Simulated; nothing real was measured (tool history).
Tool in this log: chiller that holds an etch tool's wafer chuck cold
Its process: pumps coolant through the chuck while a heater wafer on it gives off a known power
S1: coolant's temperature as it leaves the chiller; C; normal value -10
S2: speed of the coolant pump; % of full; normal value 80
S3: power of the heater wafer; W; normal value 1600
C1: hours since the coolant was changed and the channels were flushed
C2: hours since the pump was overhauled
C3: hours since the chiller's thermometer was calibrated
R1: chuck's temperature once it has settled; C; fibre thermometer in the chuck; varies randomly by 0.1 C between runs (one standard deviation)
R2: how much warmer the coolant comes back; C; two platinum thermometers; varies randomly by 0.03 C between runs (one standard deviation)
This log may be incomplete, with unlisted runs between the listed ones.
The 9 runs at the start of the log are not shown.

Run 10, day 36.217: usual settings; C1 2904; C2 617; C3 141. Result: R1 2.8 C, R2 5.94 C.
Run 11, day 41.046: usual settings; C1 3019; C2 733; C3 257. Result: R1 2.7 C, R2 5.96 C.
Run 12, day 44.904: usual settings; C1 3112; C2 826; C3 350. Result: R1 2.8 C, R2 5.88 C.
Run 13, day 48.388: usual settings but S1 -7 C; C1 3196; C2 909; C3 433. Result: R1 5.6 C, R2 5.98 C.
Run 14, day 51.046: usual settings but S1 -1 C; C1 3259; C2 973; C3 497. Result: R1 11.7 C, R2 5.96 C.
Run 15, day 55: usual settings; C1 3354; C2 1068; C3 592. Result: R1 2.6 C, R2 6 C.
Run 16, day 60.492: usual settings but S3 1169 W; C1 3486; C2 1200; C3 724. Result: R1 -0.6 C, R2 4.39 C.
Run 17, day 64.4: usual settings but S3 1169 W; C1 3580; C2 1294; C3 817. Result: R1 -0.8 C, R2 4.44 C.
Run 18, day 69.042: usual settings but S3 1169 W; C1 3691; C2 1405; C3 929. Result: R1 -0.8 C, R2 4.4 C.
Run 19, day 72.738: usual settings but S1 -9 C; C1 3780; C2 1494; C3 1018. Result: R1 3.6 C, R2 5.99 C.
Run 20, day 77.008: usual settings but S1 -18 C, S2 74 % of full, S3 821 W; C1 3883; C2 1596; C3 1120. Result: R1 -11 C, R2 3.49 C.
At day 79.408: coolant changed, channels flushed.
Run 21, day 81.925: usual settings but S1 -7 C, S2 82 % of full, S3 2278 W; C1 60; C2 1708; C3 1232. Result: R1 10.6 C, R2 8.2 C.
Run 22, day 86.404: usual settings but S3 1135 W; C1 168; C2 1816; C3 1340. Result: R1 -1.2 C, R2 4.34 C.
Run 23, day 91.025: usual settings but S3 1135 W; C1 279; C2 1927; C3 1450. Result: R1 -0.8 C, R2 4.36 C.
Run 24, day 94.9: usual settings but S1 -20 C, S2 87 % of full, S3 1135 W; C1 372; C2 2020; C3 1543. Result: R1 -11.7 C, R2 4.04 C.
Run 25, day 100.646: usual settings but S3 1141 W; C1 510; C2 2158; C3 1681. Result: R1 -1 C, R2 4.4 C.
Run 26, day 105.754: usual settings but S3 1141 W; C1 632; C2 2280; C3 1804. Result: R1 -1.1 C, R2 4.42 C.
Run 27, day 110.092: usual settings but S1 -17 C, S3 903 W; C1 736; C2 2384; C3 1908. Result: R1 -9.9 C, R2 3.54 C.
Run 28, day 116.204: usual settings but S1 -17 C, S3 903 W; C1 883; C2 2531; C3 2055. Result: R1 -10 C, R2 3.59 C.
At day 119.404: chiller's thermometer calibrated.
Run 29, day 120.042: usual settings but S1 -17 C, S3 1796 W; C1 974; C2 2622; C3 15. Result: R1 -3 C, R2 6.88 C.
Run 30, day 125.433: usual settings but S1 -17 C, S2 93 % of full, S3 1447 W; C1 1104; C2 2752; C3 145. Result: R1 -6.9 C, R2 4.77 C.
Run 31, day 129.412: usual settings but S1 -1 C, S2 75 % of full, S3 1733 W; C1 1199; C2 2847; C3 240. Result: R1 13.5 C, R2 7.11 C.

3 ways to go on from here, each from the tool as it stands after run 31. What would each give?
Run A, day 134.212: usual settings but S2 85 % of full, S3 2336 W; C1 1314; C2 2962; C3 355. Result: R1 ?, R2 ?.
Run B, day 134.212: usual settings but S2 92 % of full; C1 1314; C2 2962; C3 355. Result: R1 ?, R2 ?.
Run C, day 134.212: usual settings but S1 -15 C, S2 91 % of full, S3 2394 W; C1 1314; C2 2962; C3 355. Result: R1 ?, R2 ?.

run   R1    R2
  A  7.5  8.34
  B  1.2   5.3
  C  2.1  7.91
With the hidden condition removed and each run's random variation left untouched, the same runs would have given:
run   R1    R2
  A  7.5  7.96
  B  1.2  4.92
  C  2.1  7.53
